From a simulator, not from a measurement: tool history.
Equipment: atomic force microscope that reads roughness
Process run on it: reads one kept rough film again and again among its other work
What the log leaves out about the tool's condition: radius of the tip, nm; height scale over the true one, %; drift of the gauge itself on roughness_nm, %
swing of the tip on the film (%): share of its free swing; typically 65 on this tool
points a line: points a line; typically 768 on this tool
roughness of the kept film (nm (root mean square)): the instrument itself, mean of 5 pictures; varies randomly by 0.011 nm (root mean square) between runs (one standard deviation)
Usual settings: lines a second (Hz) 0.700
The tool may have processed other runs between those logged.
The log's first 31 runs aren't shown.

run,hour,lines a second (Hz),swing of the tip on the film (%),points a line,pictures with this tip,hours of work since the height scale was calibrated,roughness of the kept film (nm (root mean square))
32,822.5,1.452,76,285,29,1272,2.350
33,848.9,0.625,85,291,68,1290,2.280
# hour 853.2: new tip fitted
34,871.5,0.715,56,291,28,1305,2.525
35,896.8,0.700,65,357,65,1322,2.366
# hour 904.4: new tip fitted
36,912.2,2.851,65,768,12,1332,2.411
37,942.8,2.851,65,768,57,1353,2.253
# hour 952.8: new tip fitted
38,971.1,3.177,73,643,27,1372,2.191
# hour 1002.4: new tip fitted
39,1003.3,2.674,80,313,2,1393,2.205
40,1021.2,2.216,83,999,28,1406,2.166
41,1049.8,1.890,79,999,70,1425,2.132
# hour 1052.1: new tip fitted
42,1081.4,1.890,79,278,44,1446,2.182
# hour 1100.9: new tip fitted
43,1108.0,0.700,65,464,10,1464,2.574
44,1136.2,2.957,89,464,52,1483,1.842
# hour 1150.9: new tip fitted
45,1162.5,2.957,89,464,17,1500,1.931
46,1191.7,2.957,89,464,60,1520,1.822
# hour 1199.8: new tip fitted
47,1227.7,3.330,70,402,41,1544,2.207
48,1246.1,3.330,70,402,68,1557,2.112
# hour 1249.3: new tip fitted
49,1279.4,0.700,65,404,45,1579,2.450
# hour 1299.0: new tip fitted
50,1310.1,1.367,77,258,17,1600,2.371
51,1342.0,2.155,65,768,64,1621,2.278

Consider 4 possible next runs. They are alternatives, not a sequence: every one starts from the tool as it was left by run 51. What does each give?
# hour 1347.8: new tip fitted
A,1369.4,0.700,65,463,32,1640,?
# hour 1347.8: new tip fitted
B,1369.4,0.739,76,342,32,1640,?
# hour 1347.8: new tip fitted
C,1369.4,2.491,65,768,32,1640,?
# hour 1347.8: new tip fitted
D,1369.4,0.904,89,555,32,1640,?

run,roughness of the kept film (nm (root mean square))
A,2.474
B,2.427
C,2.348
D,2.297
Without the tool's hidden state the same runs would have given:
run,roughness of the kept film (nm (root mean square))
A,2.645
B,2.595
C,2.510
D,2.455
